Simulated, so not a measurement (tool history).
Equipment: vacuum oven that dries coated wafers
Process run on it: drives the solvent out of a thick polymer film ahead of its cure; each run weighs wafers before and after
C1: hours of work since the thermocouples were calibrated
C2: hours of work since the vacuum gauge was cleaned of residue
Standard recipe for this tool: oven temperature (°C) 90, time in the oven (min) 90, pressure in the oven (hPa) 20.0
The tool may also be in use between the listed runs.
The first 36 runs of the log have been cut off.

run 37 hour=525.2 | oven_temperature_(°C)=84 time_in_the_oven_(min)=139 pressure_in_the_oven_(hPa)=53.0 | C1=46 C2=743 | solvent_left_in_the_film_(%)=11.36
run 38 hour=544.7 | oven_temperature_(°C)=105 time_in_the_oven_(min)=65 pressure_in_the_oven_(hPa)=35.8 | C1=59 C2=756 | solvent_left_in_the_film_(%)=3.65
run 39 hour=554.7 | oven_temperature_(°C)=105 time_in_the_oven_(min)=65 pressure_in_the_oven_(hPa)=35.8 | C1=66 C2=763 | solvent_left_in_the_film_(%)=3.60
run 40 hour=574.5 | oven_temperature_(°C)=105 time_in_the_oven_(min)=65 pressure_in_the_oven_(hPa)=35.8 | C1=79 C2=777 | solvent_left_in_the_film_(%)=3.63
run 41 hour=591.5 | oven_temperature_(°C)=86 time_in_the_oven_(min)=90 pressure_in_the_oven_(hPa)=11.8 | C1=91 C2=788 | solvent_left_in_the_film_(%)=3.13
run 42 hour=604.4 | oven_temperature_(°C)=86 time_in_the_oven_(min)=69 pressure_in_the_oven_(hPa)=13.3 | C1=100 C2=797 | solvent_left_in_the_film_(%)=3.97
run 43 hour=620.6 | oven_temperature_(°C)=86 time_in_the_oven_(min)=69 pressure_in_the_oven_(hPa)=13.3 | C1=111 C2=808 | solvent_left_in_the_film_(%)=3.93
run 44 hour=631.5 | oven_temperature_(°C)=94 time_in_the_oven_(min)=161 pressure_in_the_oven_(hPa)=15.0 | C1=119 C2=816 | solvent_left_in_the_film_(%)=2.44
run 45 hour=645.6 | oven_temperature_(°C)=90 time_in_the_oven_(min)=132 pressure_in_the_oven_(hPa)=40.5 | C1=128 C2=825 | solvent_left_in_the_film_(%)=6.98
run 46 hour=655.0 | oven_temperature_(°C)=89 time_in_the_oven_(min)=90 pressure_in_the_oven_(hPa)=15.2 | C1=135 C2=832 | solvent_left_in_the_film_(%)=3.36

What if the next run were any one of these 4? Each begins from the tool's condition after run 46:
run A hour=665.2 | oven_temperature_(°C)=86 time_in_the_oven_(min)=90 pressure_in_the_oven_(hPa)=15.2 | C1=142 C2=839 | solvent_left_in_the_film_(%)=?
run B hour=665.2 | oven_temperature_(°C)=89 time_in_the_oven_(min)=90 pressure_in_the_oven_(hPa)=40.9 | C1=142 C2=839 | solvent_left_in_the_film_(%)=?
run C hour=665.2 | oven_temperature_(°C)=100 time_in_the_oven_(min)=65 pressure_in_the_oven_(hPa)=23.6 | C1=142 C2=839 | solvent_left_in_the_film_(%)=?
run D hour=665.2 | oven_temperature_(°C)=85 time_in_the_oven_(min)=96 pressure_in_the_oven_(hPa)=20.0 | C1=142 C2=839 | solvent_left_in_the_film_(%)=?

run=A solvent_left_in_the_film_(%)=3.82
run=B solvent_left_in_the_film_(%)=7.46
run=C solvent_left_in_the_film_(%)=3.18
run=D solvent_left_in_the_film_(%)=4.83
With no hidden state in the tool, these same runs would have given:
run=A solvent_left_in_the_film_(%)=3.38
run=B solvent_left_in_the_film_(%)=7.06
run=C solvent_left_in_the_film_(%)=2.90
run=D solvent_left_in_the_film_(%)=4.37
